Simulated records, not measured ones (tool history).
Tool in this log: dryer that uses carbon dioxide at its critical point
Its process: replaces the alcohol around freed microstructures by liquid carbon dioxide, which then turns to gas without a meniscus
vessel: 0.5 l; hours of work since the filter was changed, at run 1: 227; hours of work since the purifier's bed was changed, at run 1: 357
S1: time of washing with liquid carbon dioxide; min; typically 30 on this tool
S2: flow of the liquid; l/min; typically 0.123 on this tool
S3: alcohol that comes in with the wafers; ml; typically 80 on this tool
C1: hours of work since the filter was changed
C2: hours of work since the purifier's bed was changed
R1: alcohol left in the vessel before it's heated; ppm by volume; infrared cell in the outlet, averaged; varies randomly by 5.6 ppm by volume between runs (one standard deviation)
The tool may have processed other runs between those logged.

run 1 hour=0.0 | S1=30 S2=0.123 S3=80 | C1=227 C2=357 | R1=431
run 2 hour=25.8 | S1=30 S2=0.123 S3=80 | C1=241 C2=371 | R1=439
run 3 hour=47.2 | S1=30 S2=0.123 S3=80 | C1=253 C2=383 | R1=444
run 4 hour=62.5 | S1=30 S2=0.123 S3=80 | C1=261 C2=391 | R1=465
run 5 hour=78.3 | S1=30 S2=0.123 S3=80 | C1=270 C2=400 | R1=476
run 6 hour=96.2 | S1=30 S2=0.123 S3=80 | C1=280 C2=410 | R1=487
run 7 hour=109.2 | S1=30 S2=0.123 S3=80 | C1=287 C2=417 | R1=496
run 8 hour=135.6 | S1=30 S2=0.123 S3=80 | C1=302 C2=432 | R1=525
run 9 hour=160.0 | S1=30 S2=0.123 S3=80 | C1=315 C2=445 | R1=533
run 10 hour=186.2 | S1=30 S2=0.123 S3=80 | C1=330 C2=460 | R1=576
run 11 hour=200.4 | S1=30 S2=0.123 S3=80 | C1=338 C2=468 | R1=570
run 12 hour=225.8 | S1=30 S2=0.123 S3=80 | C1=352 C2=482 | R1=579
run 13 hour=240.8 | S1=30 S2=0.123 S3=80 | C1=360 C2=490 | R1=596
run 14 hour=252.9 | S1=30 S2=0.123 S3=80 | C1=367 C2=497 | R1=624
run 15 hour=275.8 | S1=30 S2=0.126 S3=80 | C1=379 C2=509 | R1=576
run 16 hour=292.7 | S1=30 S2=0.126 S3=80 | C1=389 C2=519 | R1=582
run 17 hour=317.2 | S1=30 S2=0.126 S3=80 | C1=402 C2=532 | R1=606
run 18 hour=333.1 | S1=30 S2=0.123 S3=61 | C1=411 C2=541 | R1=573
-- hour=345.5 inlet filter changed
run 19 hour=350.3 | S1=30 S2=0.123 S3=61 | C1=3 C2=550 | R1=354
run 20 hour=371.9 | S1=30 S2=0.095 S3=61 | C1=15 C2=562 | R1=859
run 21 hour=397.7 | S1=30 S2=0.095 S3=61 | C1=29 C2=576 | R1=891
run 22 hour=416.8 | S1=30 S2=0.123 S3=58 | C1=40 C2=587 | R1=372
run 23 hour=429.0 | S1=30 S2=0.123 S3=66 | C1=46 C2=594 | R1=406
run 24 hour=449.6 | S1=30 S2=0.123 S3=66 | C1=58 C2=605 | R1=416
run 25 hour=470.3 | S1=30 S2=0.123 S3=66 | C1=69 C2=617 | R1=412
run 26 hour=488.2 | S1=25 S2=0.080 S3=80 | C1=79 C2=627 | R1=4687
run 27 hour=511.7 | S1=20 S2=0.144 S3=80 | C1=92 C2=640 | R1=1147
run 28 hour=528.7 | S1=34 S2=0.126 S3=103 | C1=101 C2=649 | R1=365
run 29 hour=554.6 | S1=34 S2=0.126 S3=103 | C1=116 C2=663 | R1=374
run 30 hour=580.3 | S1=19 S2=0.092 S3=103 | C1=130 C2=678 | R1=9859
run 31 hour=608.3 | S1=30 S2=0.123 S3=93 | C1=146 C2=693 | R1=575
run 32 hour=630.6 | S1=35 S2=0.205 S3=75 | C1=158 C2=705 | R1=274
-- hour=644.5 purifier's bed changed
run 33 hour=653.2 | S1=35 S2=0.125 S3=75 | C1=169 C2=5 | R1=82
run 34 hour=674.9 | S1=35 S2=0.125 S3=75 | C1=181 C2=17 | R1=93
run 35 hour=700.2 | S1=28 S2=0.096 S3=26 | C1=195 C2=31 | R1=552
run 36 hour=713.9 | S1=33 S2=0.104 S3=29 | C1=202 C2=38 | R1=191
run 37 hour=730.9 | S1=33 S2=0.104 S3=29 | C1=212 C2=48 | R1=193
run 38 hour=745.3 | S1=43 S2=0.110 S3=40 | C1=220 C2=56 | R1=52
run 39 hour=768.6 | S1=48 S2=0.123 S3=55 | C1=233 C2=69 | R1=39
run 40 hour=780.6 | S1=31 S2=0.181 S3=55 | C1=239 C2=75 | R1=55
run 41 hour=797.1 | S1=31 S2=0.181 S3=55 | C1=249 C2=85 | R1=46
run 42 hour=815.1 | S1=27 S2=0.176 S3=80 | C1=258 C2=94 | R1=97
run 43 hour=828.6 | S1=30 S2=0.129 S3=21 | C1=266 C2=102 | R1=112
run 44 hour=842.2 | S1=30 S2=0.129 S3=21 | C1=274 C2=110 | R1=118

Selected run-to-run steps in R1, each split into two signed amounts: the part the tool would show with no hidden state at all (from settings, incoming material and random variation), and the remainder, which goes to the hidden state together with any gauge scatter not common to the measured and the hidden-state-free results:
Hidden state present: flow that reaches the vessel past the clogged filter, %; alcohol in the recycled carbon dioxide, ppm; drift of the gauge itself on alcohol_ppm, %.
Run 25 -> 26: S1 30 -> 25, S2 0.123 -> 0.080, S3 66 -> 80. R1 +4275 ppm by volume: hidden state +448, all else +3827.
Run 29 -> 30: S1 34 -> 19, S2 0.126 -> 0.092. R1 +9485 ppm by volume: hidden state +1407, all else +8078.
Run 30 -> 31: S1 19 -> 30, S2 0.092 -> 0.123, S3 103 -> 93. R1 -9284 ppm by volume: hidden state -1333, all else -7951.

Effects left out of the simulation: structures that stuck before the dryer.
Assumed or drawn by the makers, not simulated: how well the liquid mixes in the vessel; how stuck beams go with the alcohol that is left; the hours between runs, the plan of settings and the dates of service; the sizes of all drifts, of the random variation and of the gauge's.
